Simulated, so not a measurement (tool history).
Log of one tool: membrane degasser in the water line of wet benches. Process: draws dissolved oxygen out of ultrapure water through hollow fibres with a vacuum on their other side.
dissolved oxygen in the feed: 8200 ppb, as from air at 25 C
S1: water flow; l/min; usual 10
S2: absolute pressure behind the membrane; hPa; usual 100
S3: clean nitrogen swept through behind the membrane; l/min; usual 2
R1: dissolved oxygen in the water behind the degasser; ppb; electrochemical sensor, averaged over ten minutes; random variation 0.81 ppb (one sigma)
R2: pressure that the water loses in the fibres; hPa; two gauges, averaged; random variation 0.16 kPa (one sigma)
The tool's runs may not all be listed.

run 1 hour=0 | S1=10 S2=100 S3=2 | R1=90.1 R2=357.6
run 2 hour=200.2 | S1=10 S2=100 S3=2 | R1=88.2 R2=360.5
run 3 hour=350.3 | S1=10 S2=100 S3=2 | R1=89.4 R2=358.2
run 4 hour=527 | S1=10 S2=100 S3=4.34 | R1=45.7 R2=359.3
run 5 hour=685.9 | S1=10 S2=100 S3=0.8 | R1=202.2 R2=358.8
run 6 hour=842.8 | S1=10 S2=100 S3=2 | R1=88.9 R2=359.6
run 7 hour=948.4 | S1=10 S2=100 S3=2 | R1=90 R2=361.7
run 8 hour=1038.6 | S1=10 S2=100 S3=2 | R1=88.4 R2=359.8
run 9 hour=1166.5 | S1=10 S2=100 S3=5.3 | R1=38 R2=360.6
run 10 hour=1363.4 | S1=10 S2=100 S3=2 | R1=89.8 R2=359.5
run 11 hour=1509.8 | S1=10 S2=188 S3=2 | R1=194.6 R2=359.9
run 12 hour=1645.6 | S1=10 S2=188 S3=2 | R1=193.8 R2=363
run 13 hour=1849.4 | S1=10 S2=188 S3=2 | R1=193.3 R2=358.4
run 14 hour=1933.3 | S1=10 S2=188 S3=2 | R1=188.1 R2=362.1
run 15 hour=2095.7 | S1=10 S2=188 S3=2 | R1=193 R2=361.4
run 16 hour=2230.1 | S1=10 S2=64 S3=2 | R1=45 R2=361.8
run 17 hour=2410.3 | S1=11 S2=217 S3=2.02 | R1=249.6 R2=393.5
run 18 hour=2568.1 | S1=11 S2=217 S3=2.02 | R1=253.3 R2=395.4
run 19 hour=2772 | S1=10 S2=66 S3=5.8 | R1=21.1 R2=360.1
run 20 hour=2920.5 | S1=10 S2=66 S3=5.8 | R1=21 R2=360.8
run 21 hour=3022.2 | S1=10 S2=66 S3=5.8 | R1=21.4 R2=358.2
run 22 hour=3210 | S1=11 S2=163 S3=3.59 | R1=108.9 R2=396.4
run 23 hour=3315 | S1=10 S2=101 S3=1.99 | R1=89.1 R2=360.8
run 24 hour=3512 | S1=10 S2=101 S3=1.99 | R1=89.9 R2=361.3
run 25 hour=3631.7 | S1=10 S2=138 S3=5.05 | R1=58.9 R2=362.7
run 26 hour=3779.8 | S1=10 S2=138 S3=5.05 | R1=58.8 R2=361.1
run 27 hour=3877.3 | S1=14 S2=100 S3=2.51 | R1=126.2 R2=503.4
run 28 hour=3974.8 | S1=14 S2=100 S3=2.51 | R1=127.1 R2=503
run 29 hour=4147.4 | S1=14 S2=69 S3=1.41 | R1=122.7 R2=504
run 30 hour=4349 | S1=10 S2=178 S3=2 | R1=182.6 R2=360.7
run 31 hour=4447 | S1=10 S2=63 S3=2.03 | R1=43.2 R2=360.3

Taken out of this log: 1 entry between the listed runs. Where each belongs, and how the hidden state differs across it:
Between runs 1 and 2: seals of the vacuum lines changed (hour 178)
  air that leaks in behind the membrane, l/min: 0.0029 -> 0.002
